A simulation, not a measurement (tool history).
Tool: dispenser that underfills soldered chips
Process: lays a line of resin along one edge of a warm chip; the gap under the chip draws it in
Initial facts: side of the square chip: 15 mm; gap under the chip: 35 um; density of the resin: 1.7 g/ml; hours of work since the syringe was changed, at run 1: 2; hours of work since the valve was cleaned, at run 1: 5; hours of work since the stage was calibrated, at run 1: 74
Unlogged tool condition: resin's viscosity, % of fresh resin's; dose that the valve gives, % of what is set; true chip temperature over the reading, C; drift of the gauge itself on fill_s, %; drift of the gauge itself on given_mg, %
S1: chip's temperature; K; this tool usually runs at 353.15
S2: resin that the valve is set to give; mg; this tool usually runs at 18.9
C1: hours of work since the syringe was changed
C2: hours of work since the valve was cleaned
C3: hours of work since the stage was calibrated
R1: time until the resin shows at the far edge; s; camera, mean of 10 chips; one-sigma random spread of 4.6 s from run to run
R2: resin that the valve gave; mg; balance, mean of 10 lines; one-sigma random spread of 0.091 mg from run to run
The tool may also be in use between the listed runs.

run,hour,S1,S2,C1,C2,C3,R1,R2
1,0.0,353.15,18.9,2,5,74,506.0,18.77
2,10.9,349.15,18.9,10,13,82,1161.4,18.65
# hour 12.2: new syringe of resin
3,18.4,353.15,18.9,5,18,87,641.9,18.64
4,25.0,353.15,18.9,10,23,92,937.0,18.52
# hour 26.8: new syringe of resin
5,38.2,353.15,18.9,9,33,102,860.7,18.51
# hour 41.5: new syringe of resin
6,46.0,353.15,18.9,3,38,108,578.0,18.41
7,55.2,353.15,24.0,10,45,114,949.9,23.15
# hour 56.3: new syringe of resin
8,63.5,353.15,18.9,5,51,120,674.5,18.07
# hour 70.9: new syringe of resin
9,74.7,353.15,20.3,3,60,129,541.7,19.56
# hour 85.7: new syringe of resin
10,85.8,353.15,20.3,0,68,137,437.8,19.46
11,91.3,353.15,20.3,4,72,141,611.9,19.31
# hour 100.8: new syringe of resin
12,103.3,353.15,20.3,2,81,150,506.9,19.22
13,114.4,346.15,22.8,10,89,158,1295.8,21.58
# hour 115.7: new syringe of resin
# hour 120.1: dispensing valve cleaned and set on the balance
14,126.7,346.15,22.8,8,5,166,1036.8,22.47
# hour 132.0: new syringe of resin
15,133.2,357.15,20.9,1,10,171,390.3,20.76
16,140.1,350.15,21.9,6,15,176,767.1,21.65
17,145.4,354.15,21.1,10,19,180,874.5,20.83
# hour 147.0: new syringe of resin
18,153.8,359.15,18.8,5,25,186,486.3,18.59
# hour 161.6: new syringe of resin
19,164.8,366.15,24.6,2,33,194,301.1,23.89
# hour 176.9: new syringe of resin
20,177.6,361.15,24.6,1,42,204,311.2,23.98
21,187.7,357.15,17.5,8,50,211,692.9,16.90
# hour 191.7: new syringe of resin
22,196.9,350.15,20.1,4,57,218,653.7,19.30

Predict each of these 4 candidate next runs independently; none follows another, all start after run 22:
A,204.8,350.15,21.9,10,63,224,?,?
B,204.8,349.15,16.1,10,63,224,?,?
C,204.8,345.15,20.1,10,63,224,?,?
D,204.8,357.15,21.7,10,63,224,?,?

run,R1,R2
A,1027.3,20.97
B,1144.5,15.41
C,1279.6,19.31
D,744.1,20.76
Without the tool's unlogged condition, the same runs would have read:
run,R1,R2
A,517.8,21.91
B,569.2,16.11
C,644.4,20.17
D,373.8,21.69
